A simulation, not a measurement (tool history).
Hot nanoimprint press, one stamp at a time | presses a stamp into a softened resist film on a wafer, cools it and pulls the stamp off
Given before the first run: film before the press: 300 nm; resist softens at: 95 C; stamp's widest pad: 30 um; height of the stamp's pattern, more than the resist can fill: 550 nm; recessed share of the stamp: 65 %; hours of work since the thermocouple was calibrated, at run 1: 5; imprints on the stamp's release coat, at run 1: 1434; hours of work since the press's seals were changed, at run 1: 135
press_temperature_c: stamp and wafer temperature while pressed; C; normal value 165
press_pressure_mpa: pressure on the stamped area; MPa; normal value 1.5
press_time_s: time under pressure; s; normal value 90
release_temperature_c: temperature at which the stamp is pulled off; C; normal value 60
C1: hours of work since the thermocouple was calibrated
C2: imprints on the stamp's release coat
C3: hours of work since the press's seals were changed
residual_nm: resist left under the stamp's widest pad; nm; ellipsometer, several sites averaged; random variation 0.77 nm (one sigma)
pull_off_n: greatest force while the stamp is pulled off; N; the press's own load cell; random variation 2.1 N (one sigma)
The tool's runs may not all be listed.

Run 1, day 0: usual settings; C1 5; C2 1434; C3 135. Result: residual_nm 140.7 nm, pull_off_n 94 N.
Run 2, day 0.25: usual settings; C1 8; C2 1450; C3 139. Result: residual_nm 141.5 nm, pull_off_n 94 N.
Run 3, day 0.608: usual settings; C1 14; C2 1472; C3 144. Result: residual_nm 139.4 nm, pull_off_n 93 N.
Run 4, day 1.033: usual settings; C1 20; C2 1499; C3 150. Result: residual_nm 140.9 nm, pull_off_n 92 N.
Run 5, day 1.462: usual settings; C1 26; C2 1525; C3 157. Result: residual_nm 141.4 nm, pull_off_n 93 N.
Run 6, day 1.792: usual settings but press_time_s 140 s; C1 31; C2 1546; C3 162. Result: residual_nm 121.9 nm, pull_off_n 95 N.
Run 7, day 2.138: usual settings but press_time_s 140 s; C1 36; C2 1568; C3 167. Result: residual_nm 121.1 nm, pull_off_n 96 N.
Run 8, day 2.567: usual settings but press_pressure_mpa 2.37 MPa, press_time_s 140 s; C1 43; C2 1594; C3 173. Result: residual_nm 91.9 nm, pull_off_n 89 N.
Run 9, day 2.954: usual settings but press_pressure_mpa 1.66 MPa; C1 49; C2 1619; C3 179. Result: residual_nm 131.9 nm, pull_off_n 94 N.
Run 10, day 3.175: usual settings but press_pressure_mpa 1.66 MPa; C1 52; C2 1632; C3 182. Result: residual_nm 132.1 nm, pull_off_n 98 N.
Run 11, day 3.533: usual settings but press_pressure_mpa 1.66 MPa; C1 57; C2 1655; C3 188. Result: residual_nm 132 nm, pull_off_n 93 N.
Run 12, day 3.862: usual settings but release_temperature_c 54 C; C1 62; C2 1675; C3 193. Result: residual_nm 138.8 nm, pull_off_n 110 N.
Run 13, day 4.167: usual settings but press_time_s 57 s, release_temperature_c 57 C; C1 67; C2 1694; C3 197. Result: residual_nm 160.1 nm, pull_off_n 103 N.
Run 14, day 4.521: usual settings but press_temperature_c 154 C, press_pressure_mpa 0.92 MPa, press_time_s 56 s; C1 72; C2 1717; C3 202. Result: residual_nm 243.6 nm, pull_off_n 94 N.
Run 15, day 4.804: usual settings but press_temperature_c 154 C, press_pressure_mpa 0.92 MPa, press_time_s 56 s; C1 76; C2 1734; C3 207. Result: residual_nm 245.2 nm, pull_off_n 92 N.
Run 16, day 5.196: usual settings but press_time_s 91 s, release_temperature_c 48 C; C1 82; C2 1759; C3 212. Result: residual_nm 137.9 nm, pull_off_n 121 N.
Run 17, day 5.575: usual settings but press_pressure_mpa 1.3 MPa, press_time_s 57 s, release_temperature_c 65 C; C1 87; C2 1782; C3 218. Result: residual_nm 172.7 nm, pull_off_n 81 N.
Run 18, day 5.879: usual settings but press_pressure_mpa 1.3 MPa, press_time_s 57 s, release_temperature_c 65 C; C1 92; C2 1801; C3 223. Result: residual_nm 172.7 nm, pull_off_n 82 N.
Run 19, day 6.179: usual settings but press_temperature_c 174 C, press_time_s 82 s; C1 96; C2 1820; C3 227. Result: residual_nm 113.3 nm, pull_off_n 95 N.
Run 20, day 6.388: usual settings but press_pressure_mpa 1.82 MPa, press_time_s 53 s; C1 100; C2 1833; C3 230. Result: residual_nm 146.5 nm, pull_off_n 94 N.
Run 21, day 6.608: usual settings but press_pressure_mpa 1.82 MPa, press_time_s 163 s, release_temperature_c 57 C; C1 103; C2 1847; C3 233. Result: residual_nm 102.4 nm, pull_off_n 101 N.
Run 22, day 6.8: usual settings but press_pressure_mpa 1.82 MPa, press_time_s 132 s, release_temperature_c 47 C; C1 106; C2 1859; C3 236. Result: residual_nm 108.3 nm, pull_off_n 126 N.

Here are 5 independent what-if runs from the current tool condition. What would each one return?
Run A, day 6.996: usual settings but press_pressure_mpa 1.66 MPa, press_time_s 132 s, release_temperature_c 59 C; C1 109; C2 1871; C3 239. Result: residual_nm ?, pull_off_n ?.
Run B, day 6.996: usual settings but press_pressure_mpa 1.82 MPa, press_time_s 132 s, release_temperature_c 47 C; C1 109; C2 1871; C3 239. Result: residual_nm ?, pull_off_n ?.
Run C, day 6.996: usual settings but press_pressure_mpa 2.26 MPa, press_time_s 132 s, release_temperature_c 47 C; C1 109; C2 1871; C3 239. Result: residual_nm ?, pull_off_n ?.
Run D, day 6.996: usual settings but press_temperature_c 163 C; C1 109; C2 1871; C3 239. Result: residual_nm ?, pull_off_n ?.
Run E, day 6.996: usual settings but press_temperature_c 168 C, press_pressure_mpa 1.46 MPa, press_time_s 132 s, release_temperature_c 49 C; C1 109; C2 1871; C3 239. Result: residual_nm ?, pull_off_n ?.

run  residual_nm  pull_off_n
  A          116          95
  B        108.7         124
  C         95.6         123
  D        146.5          99
  E          115         118
What these runs would have given with no unlogged condition in the tool:
run  residual_nm  pull_off_n
  A        117.8          94
  B        110.4         123
  C         97.1         122
  D        148.8          99
  E        116.8         118
